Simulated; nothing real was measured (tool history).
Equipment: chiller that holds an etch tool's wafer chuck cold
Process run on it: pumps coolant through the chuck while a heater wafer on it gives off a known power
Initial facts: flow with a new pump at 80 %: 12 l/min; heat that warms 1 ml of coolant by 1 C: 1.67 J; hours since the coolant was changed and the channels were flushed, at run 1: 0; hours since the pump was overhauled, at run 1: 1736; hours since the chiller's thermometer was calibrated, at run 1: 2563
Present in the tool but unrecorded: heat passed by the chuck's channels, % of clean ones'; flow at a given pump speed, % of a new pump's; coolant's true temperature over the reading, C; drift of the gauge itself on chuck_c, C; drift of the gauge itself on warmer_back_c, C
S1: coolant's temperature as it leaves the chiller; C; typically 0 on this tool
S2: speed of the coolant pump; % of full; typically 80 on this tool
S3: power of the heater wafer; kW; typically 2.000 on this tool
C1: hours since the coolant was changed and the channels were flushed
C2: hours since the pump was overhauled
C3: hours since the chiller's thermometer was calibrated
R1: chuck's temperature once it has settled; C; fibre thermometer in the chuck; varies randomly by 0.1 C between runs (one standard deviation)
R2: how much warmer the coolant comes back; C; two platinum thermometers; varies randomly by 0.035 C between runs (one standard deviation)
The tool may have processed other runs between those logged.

Run 1, day 0.000: usual settings; C1 0; C2 1736; C3 2563. Result: R1 20.2 C, R2 6.48 C.
Run 2, day 2.462: usual settings; C1 59; C2 1795; C3 2622. Result: R1 20.1 C, R2 6.52 C.
Run 3, day 4.225: usual settings; C1 101; C2 1838; C3 2665. Result: R1 20.2 C, R2 6.51 C.
Run 4, day 6.108: usual settings but S1 -9 C; C1 147; C2 1883; C3 2710. Result: R1 11.3 C, R2 6.52 C.
Run 5, day 8.604: usual settings but S1 -9 C; C1 207; C2 1943; C3 2770. Result: R1 11.6 C, R2 6.53 C.
Run 6, day 10.788: usual settings but S1 -9 C; C1 259; C2 1995; C3 2822. Result: R1 11.5 C, R2 6.58 C.
Run 7, day 13.329: usual settings but S1 -9 C; C1 320; C2 2056; C3 2883. Result: R1 11.5 C, R2 6.55 C.
Run 8, day 15.158: usual settings but S1 -9 C; C1 364; C2 2100; C3 2927. Result: R1 11.7 C, R2 6.59 C.
Run 9, day 16.904: usual settings but S1 -9 C; C1 406; C2 2142; C3 2969. Result: R1 11.7 C, R2 6.57 C.
Run 10, day 18.958: usual settings but S1 -9 C; C1 455; C2 2191; C3 3018. Result: R1 11.8 C, R2 6.59 C.
Run 11, day 20.021: usual settings but S1 -9 C; C1 480; C2 2217; C3 3044. Result: R1 12.0 C, R2 6.58 C.
Run 12, day 22.592: usual settings but S1 -9 C; C1 542; C2 2278; C3 3106. Result: R1 12.0 C, R2 6.57 C.
Run 13, day 23.954: usual settings but S1 -9 C; C1 575; C2 2311; C3 3138. Result: R1 12.0 C, R2 6.63 C.
Run 14, day 25.225: usual settings; C1 605; C2 2341; C3 3169. Result: R1 21.0 C, R2 6.63 C.
Run 15, day 27.350: usual settings; C1 656; C2 2392; C3 3220. Result: R1 21.4 C, R2 6.63 C.
Run 16, day 29.288: usual settings; C1 703; C2 2439; C3 3266. Result: R1 21.2 C, R2 6.70 C.
Run 17, day 31.054: usual settings; C1 745; C2 2481; C3 3309. Result: R1 21.6 C, R2 6.66 C.
Run 18, day 33.262: usual settings; C1 798; C2 2534; C3 3362. Result: R1 21.5 C, R2 6.71 C.
Run 19, day 35.667: usual settings but S1 -4 C, S2 78 % of full, S3 1.354 kW; C1 856; C2 2592; C3 3419. Result: R1 11.1 C, R2 4.59 C.
Run 20, day 37.392: usual settings but S1 -2 C, S2 76 % of full, S3 1.558 kW; C1 897; C2 2634; C3 3461. Result: R1 15.5 C, R2 5.50 C.
Run 21, day 38.950: usual settings but S1 -7 C, S3 2.274 kW; C1 935; C2 2671; C3 3498. Result: R1 17.4 C, R2 7.62 C.
Run 22, day 40.500: usual settings but S1 -7 C, S3 2.274 kW; C1 972; C2 2708; C3 3535. Result: R1 17.4 C, R2 7.74 C.
Run 23, day 42.246: usual settings but S1 1 C, S2 75 % of full; C1 1014; C2 2750; C3 3577. Result: R1 23.6 C, R2 7.23 C.
Run 24, day 44.117: usual settings but S2 77 % of full, S3 1.190 kW; C1 1059; C2 2795; C3 3622. Result: R1 13.6 C, R2 4.15 C.
Run 25, day 45.650: usual settings but S2 83 % of full, S3 1.342 kW; C1 1096; C2 2832; C3 3659. Result: R1 14.7 C, R2 4.34 C.
Run 26, day 47.079: usual settings but S1 3 C, S3 2.214 kW; C1 1130; C2 2866; C3 3693. Result: R1 27.1 C, R2 7.50 C.
Run 27, day 48.988: usual settings but S1 3 C, S3 2.214 kW; C1 1176; C2 2912; C3 3739. Result: R1 27.3 C, R2 7.52 C.
Run 28, day 50.604: usual settings but S1 -2 C, S2 65 % of full, S3 2.144 kW; C1 1214; C2 2951; C3 3778. Result: R1 24.4 C, R2 9.13 C.
Run 29, day 52.638: usual settings but S1 -2 C, S2 65 % of full, S3 2.144 kW; C1 1263; C2 2999; C3 3827. Result: R1 24.7 C, R2 9.07 C.
Run 30, day 54.208: usual settings but S1 -2 C, S2 65 % of full, S3 2.144 kW; C1 1301; C2 3037; C3 3864. Result: R1 24.5 C, R2 9.16 C.
At day 54.771: chiller's thermometer calibrated.
Run 31, day 56.629: usual settings but S1 3 C, S2 91 % of full, S3 2.094 kW; C1 1358; C2 3094; C3 45. Result: R1 23.6 C, R2 6.29 C.
Run 32, day 58.967: usual settings but S1 -7 C; C1 1414; C2 3150; C3 101. Result: R1 14.4 C, R2 6.86 C.
Run 33, day 60.108: usual settings but S1 -7 C; C1 1442; C2 3178; C3 128. Result: R1 14.4 C, R2 6.79 C.

Forecast each of these 3 alternatives for the next run:
Run A, day 61.875: usual settings but S1 4 C, S2 72 % of full, S3 2.686 kW; C1 1484; C2 3220; C3 171. Result: R1 ?, R2 ?.
Run B, day 61.875: usual settings but S1 -1 C, S3 1.020 kW; C1 1484; C2 3220; C3 171. Result: R1 ?, R2 ?.
Run C, day 61.875: usual settings but S1 10 C, S2 81 % of full, S3 2.059 kW; C1 1484; C2 3220; C3 171. Result: R1 ?, R2 ?.

run    R1     R2
  A  34.4  10.35
  B  10.0   3.51
  C  32.0   6.99
Take away the tool's hidden state, keep each run's random variation, and the runs would have read:
run    R1    R2
  A  30.1  8.99
  B   8.4  3.04
  C  28.9  6.07
